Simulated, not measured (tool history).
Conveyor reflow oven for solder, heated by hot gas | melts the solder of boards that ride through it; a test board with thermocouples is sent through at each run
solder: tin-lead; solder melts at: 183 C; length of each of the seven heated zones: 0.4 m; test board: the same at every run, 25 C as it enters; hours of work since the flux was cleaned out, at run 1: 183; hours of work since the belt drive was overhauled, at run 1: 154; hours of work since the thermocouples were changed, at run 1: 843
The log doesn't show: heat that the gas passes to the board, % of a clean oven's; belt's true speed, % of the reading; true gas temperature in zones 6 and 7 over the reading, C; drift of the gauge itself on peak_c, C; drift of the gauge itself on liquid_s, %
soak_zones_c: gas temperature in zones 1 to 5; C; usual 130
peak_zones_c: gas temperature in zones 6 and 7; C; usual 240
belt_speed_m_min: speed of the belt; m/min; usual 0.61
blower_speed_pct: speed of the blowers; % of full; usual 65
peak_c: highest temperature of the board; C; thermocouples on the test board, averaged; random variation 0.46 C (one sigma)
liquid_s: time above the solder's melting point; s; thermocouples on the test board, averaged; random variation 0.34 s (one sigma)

| run | hour | soak_zones_c | peak_zones_c | belt_speed_m_min | blower_speed_pct | hours of work since the flux was cleaned out | hours of work since the belt drive was overhauled | hours of work since the thermocouples were changed | peak_c | liquid_s |
|---|---|---|---|---|---|---|---|---|---|---|
| 1 | 0 | 130 | 240 | 0.61 | 65 | 183 | 154 | 843 | 218.7 | 58.3 |
| 2 | 8.7 | 130 | 240 | 0.61 | 65 | 189 | 160 | 849 | 219.9 | 57 |
| 3 | 19.4 | 130 | 240 | 0.61 | 65 | 196 | 167 | 856 | 218.9 | 57.8 |
| 4 | 29.8 | 130 | 240 | 0.61 | 65 | 203 | 174 | 863 | 219.6 | 57.9 |
| 5 | 39.2 | 130 | 240 | 0.61 | 65 | 209 | 181 | 869 | 219.3 | 57.5 |
| 6 | 44.4 | 130 | 240 | 0.61 | 73 | 213 | 184 | 873 | 220.8 | 59.3 |
| 7 | 50.6 | 130 | 240 | 0.61 | 73 | 217 | 188 | 877 | 221.4 | 59 |
| 8 | 57.7 | 130 | 240 | 0.626 | 65 | 222 | 193 | 882 | 218.3 | 55.6 |
| 9 | 63.8 | 133 | 240 | 0.61 | 65 | 226 | 197 | 886 | 219.5 | 58.5 |
| 10 | 72.2 | 130 | 240 | 0.539 | 65 | 231 | 203 | 891 | 222.7 | 70.3 |
| 11 | 79 | 130 | 240 | 0.539 | 65 | 236 | 207 | 896 | 223.7 | 69.6 |
| 12 | 86.3 | 130 | 240 | 0.539 | 65 | 241 | 212 | 901 | 222.8 | 69.2 |
|  | 91.8 | thermocouples of zones 6 and 7 changed |
| 13 | 100.2 | 130 | 240 | 0.539 | 65 | 249 | 220 | 6 | 225.3 | 71.1 |
| 14 | 110.2 | 130 | 240 | 0.539 | 65 | 256 | 227 | 12 | 225.1 | 71.2 |
| 15 | 121.6 | 130 | 240 | 0.539 | 65 | 263 | 234 | 20 | 224.4 | 70 |
| 16 | 128.9 | 130 | 240 | 0.539 | 65 | 268 | 239 | 25 | 225.7 | 71.2 |
| 17 | 136.6 | 130 | 240 | 0.61 | 54 | 273 | 245 | 30 | 217.8 | 56 |
| 18 | 143 | 130 | 240 | 0.61 | 54 | 277 | 249 | 34 | 218.2 | 56.1 |
| 19 | 152.5 | 130 | 240 | 0.61 | 54 | 284 | 255 | 41 | 217.9 | 56.4 |
| 20 | 164.2 | 130 | 240 | 0.61 | 54 | 292 | 263 | 48 | 217.4 | 55.8 |
| 21 | 175.3 | 130 | 240 | 0.643 | 77 | 299 | 270 | 56 | 221.3 | 56.6 |
| 22 | 180.9 | 130 | 238 | 0.608 | 65 | 303 | 274 | 60 | 218.2 | 57.5 |
| 23 | 190.5 | 130 | 238 | 0.608 | 65 | 309 | 281 | 66 | 218.6 | 57.6 |
| 24 | 200.1 | 130 | 238 | 0.608 | 65 | 316 | 287 | 72 | 218.2 | 57.6 |
| 25 | 210.9 | 130 | 255 | 0.694 | 65 | 323 | 294 | 80 | 226.7 | 55.5 |
| 26 | 221.3 | 130 | 231 | 0.681 | 65 | 330 | 301 | 87 | 208.2 | 41.7 |
| 27 | 232.1 | 132 | 243 | 0.586 | 64 | 337 | 308 | 94 | 224.1 | 64.8 |

The next listed run, before its measurement:
| 28 | 242.7 | 132 | 243 | 0.586 | 64 | 344 | 316 | 101 | ? | ? |

{"run 28": {"peak_c": 224.2, "liquid_s": 64.9}}
Without the tool's hidden state the same run would have given peak_c 226.9 C, liquid_s 66.4 s.
